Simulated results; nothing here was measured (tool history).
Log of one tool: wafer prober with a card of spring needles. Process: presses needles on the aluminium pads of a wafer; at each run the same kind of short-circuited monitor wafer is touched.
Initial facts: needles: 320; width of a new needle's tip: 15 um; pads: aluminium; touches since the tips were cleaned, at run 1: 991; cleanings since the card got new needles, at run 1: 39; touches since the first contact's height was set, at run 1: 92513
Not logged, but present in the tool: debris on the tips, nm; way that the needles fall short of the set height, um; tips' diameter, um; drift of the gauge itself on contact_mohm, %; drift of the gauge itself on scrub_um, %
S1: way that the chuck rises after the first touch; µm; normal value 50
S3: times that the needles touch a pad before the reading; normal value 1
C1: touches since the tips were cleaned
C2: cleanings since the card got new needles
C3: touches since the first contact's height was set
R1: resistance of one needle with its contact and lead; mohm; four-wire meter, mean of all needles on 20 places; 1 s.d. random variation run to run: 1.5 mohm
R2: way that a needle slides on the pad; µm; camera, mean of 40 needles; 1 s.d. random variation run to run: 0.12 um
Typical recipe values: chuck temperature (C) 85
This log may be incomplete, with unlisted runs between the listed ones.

Run 1, hour 0: usual settings; C1 991; C2 39; C3 92513. Result: R1 179 mohm, R2 6.69 µm.
At hour 2.3: tips cleaned on abrasive film.
At hour 6.7: tips cleaned on abrasive film.
At hour 12.3: tips cleaned on abrasive film.
At hour 17.8: tips cleaned on abrasive film.
At hour 22.3: tips cleaned on abrasive film.
At hour 27.9: tips cleaned on abrasive film.
At hour 33.4: tips cleaned on abrasive film.
At hour 37.9: tips cleaned on abrasive film.
At hour 43.4: tips cleaned on abrasive film.
At hour 49: tips cleaned on abrasive film.
At hour 54.5: tips cleaned on abrasive film.
At hour 59.5: tips cleaned on abrasive film.
Run 2, hour 59.5: usual settings; C1 0; C2 51; C3 118564. Result: R1 144 mohm, R2 6.45 µm.
At hour 64: tips cleaned on abrasive film.
At hour 68.5: tips cleaned on abrasive film.
At hour 74: tips cleaned on abrasive film.
At hour 79.6: tips cleaned on abrasive film.
At hour 85.1: tips cleaned on abrasive film.
At hour 90.7: tips cleaned on abrasive film.
At hour 96.2: tips cleaned on abrasive film.
At hour 101.8: tips cleaned on abrasive film.
At hour 107.3: tips cleaned on abrasive film.
At hour 111.8: tips cleaned on abrasive film.
At hour 117.3: tips cleaned on abrasive film.
At hour 122.9: tips cleaned on abrasive film.
At hour 127.4: tips cleaned on abrasive film.
At hour 132.9: tips cleaned on abrasive film.
At hour 137.4: tips cleaned on abrasive film.
At hour 142.9: tips cleaned on abrasive film.
At hour 147.4: tips cleaned on abrasive film.
At hour 152.9: tips cleaned on abrasive film.
At hour 158.5: tips cleaned on abrasive film.
Run 3, hour 160.7: usual settings but chuck temperature (C) 30; C1 979; C2 70; C3 162872. Result: R1 185 mohm, R2 6.26 µm.
At hour 164: tips cleaned on abrasive film.
At hour 169.5: tips cleaned on abrasive film.
At hour 175.1: tips cleaned on abrasive film.
At hour 179.5: tips cleaned on abrasive film.
At hour 185.1: tips cleaned on abrasive film.
At hour 190.6: tips cleaned on abrasive film.
At hour 196.2: tips cleaned on abrasive film.
At hour 201.8: tips cleaned on abrasive film.
At hour 207.3: tips cleaned on abrasive film.
At hour 211.8: tips cleaned on abrasive film.
At hour 217.3: tips cleaned on abrasive film.
At hour 222.8: tips cleaned on abrasive film.
Run 4, hour 222.8: usual settings but chuck temperature (C) 30; C1 0; C2 82; C3 190089. Result: R1 140 mohm, R2 6.02 µm.
At hour 227.3: tips cleaned on abrasive film.
At hour 232.9: tips cleaned on abrasive film.
At hour 238.4: tips cleaned on abrasive film.
At hour 244: tips cleaned on abrasive film.
At hour 249.5: tips cleaned on abrasive film.
At hour 255.1: tips cleaned on abrasive film.
At hour 260.6: tips cleaned on abrasive film.
At hour 265.1: tips cleaned on abrasive film.
At hour 270.6: tips cleaned on abrasive film.
At hour 276.2: tips cleaned on abrasive film.
At hour 281.7: tips cleaned on abrasive film.
At hour 286.2: tips cleaned on abrasive film.
At hour 291.7: tips cleaned on abrasive film.
Run 5, hour 292.1: usual settings but chuck temperature (C) 30; C1 176; C2 95; C3 220448. Result: R1 158 mohm, R2 5.77 µm.
At hour 296.6: tips cleaned on abrasive film.
At hour 301.3: height of the first contact set anew.
At hour 302.5: tips cleaned on abrasive film.
At hour 308: tips cleaned on abrasive film.
At hour 313.6: tips cleaned on abrasive film.
At hour 319.1: tips cleaned on abrasive film.
At hour 323.6: tips cleaned on abrasive film.
At hour 329.1: tips cleaned on abrasive film.
At hour 333.6: tips cleaned on abrasive film.
At hour 339.1: tips cleaned on abrasive film.
At hour 344.7: tips cleaned on abrasive film.
At hour 350.2: tips cleaned on abrasive film.
At hour 355.8: tips cleaned on abrasive film.
At hour 361.3: tips cleaned on abrasive film.
Run 6, hour 364.1: usual settings but S3 3; C1 1225; C2 108; C3 27513. Result: R1 161 mohm, R2 7.06 µm.
At hour 366.4: tips cleaned on abrasive film.
At hour 371.9: tips cleaned on abrasive film.
At hour 376.4: tips cleaned on abrasive film.
At hour 381.9: tips cleaned on abrasive film.
At hour 386.4: tips cleaned on abrasive film.
At hour 391.9: tips cleaned on abrasive film.
At hour 397.5: tips cleaned on abrasive film.
At hour 402: tips cleaned on abrasive film.
At hour 407.5: tips cleaned on abrasive film.
At hour 413.1: tips cleaned on abrasive film.
At hour 418.6: tips cleaned on abrasive film.
At hour 423.1: tips cleaned on abrasive film.
At hour 428.6: tips cleaned on abrasive film.
At hour 434.2: tips cleaned on abrasive film.
At hour 439.7: tips cleaned on abrasive film.
Run 7, hour 440.4: usual settings but S1 35 µm, chuck temperature (C) 112, S3 2; C1 309; C2 123; C3 60927. Result: R1 184 mohm, R2 4.55 µm.
At hour 444.9: tips cleaned on abrasive film.
At hour 449.3: tips cleaned on abrasive film.
At hour 454.9: tips cleaned on abrasive film.
At hour 459.4: tips cleaned on abrasive film.
At hour 464.9: tips cleaned on abrasive film.
At hour 469.4: tips cleaned on abrasive film.
At hour 473.8: tips cleaned on abrasive film.
At hour 479.4: tips cleaned on abrasive film.
At hour 484.9: tips cleaned on abrasive film.
At hour 490.5: tips cleaned on abrasive film.
At hour 496: tips cleaned on abrasive film.
At hour 501.6: tips cleaned on abrasive film.
At hour 507.1: tips cleaned on abrasive film.
At hour 512.7: tips cleaned on abrasive film.
At hour 518.3: tips cleaned on abrasive film.
At hour 523.8: tips cleaned on abrasive film.
Run 8, hour 525.3: usual settings but S1 52 µm, chuck temperature (C) 28, S3 3; C1 655; C2 139; C3 98094. Result: R1 150 mohm, R2 6.88 µm.
At hour 528.6: tips cleaned on abrasive film.
At hour 534.2: tips cleaned on abrasive film.
At hour 539.7: tips cleaned on abrasive film.
At hour 545.3: tips cleaned on abrasive film.
At hour 550.8: tips cleaned on abrasive film.
At hour 556.4: tips cleaned on abrasive film.
At hour 562: tips cleaned on abrasive film.
At hour 567.5: tips cleaned on abrasive film.
At hour 573.1: tips cleaned on abrasive film.
At hour 578.6: tips cleaned on abrasive film.
At hour 584.2: tips cleaned on abrasive film.
At hour 589.7: tips cleaned on abrasive film.
At hour 595.3: tips cleaned on abrasive film.
At hour 599.7: tips cleaned on abrasive film.
At hour 605.3: tips cleaned on abrasive film.
At hour 610.7: tips cleaned on abrasive film.
Run 9, hour 610.7: usual settings but S1 45 µm, chuck temperature (C) 101; C1 0; C2 155; C3 135517. Result: R1 163 mohm, R2 5.56 µm.

The next listed run, before its measurement:
At hour 616.2: tips cleaned on abrasive film.
At hour 621.8: tips cleaned on abrasive film.
At hour 626.3: tips cleaned on abrasive film.
At hour 631.8: tips cleaned on abrasive film.
At hour 636.3: tips cleaned on abrasive film.
At hour 641.8: tips cleaned on abrasive film.
At hour 647.4: tips cleaned on abrasive film.
At hour 652.9: tips cleaned on abrasive film.
At hour 658.5: tips cleaned on abrasive film.
At hour 662.9: tips cleaned on abrasive film.
At hour 668.5: tips cleaned on abrasive film.
At hour 674: tips cleaned on abrasive film.
At hour 679.6: tips cleaned on abrasive film.
At hour 685.1: tips cleaned on abrasive film.
At hour 689.6: tips cleaned on abrasive film.
At hour 695.2: tips cleaned on abrasive film.
At hour 699.6: tips cleaned on abrasive film.
At hour 705.2: tips cleaned on abrasive film.
At hour 710.7: tips cleaned on abrasive film.
Run 10, hour 711.9: usual settings but S1 54 µm, chuck temperature (C) 59, S3 3; C1 515; C2 174; C3 179845. Result: R1 ?, R2 ?.

Run 10 measured R1 154 mohm, R2 6.72 µm.
Were there no unlogged condition in the tool, this run, its random variation unchanged, would have produced R1 131 mohm, R2 7.93 µm.
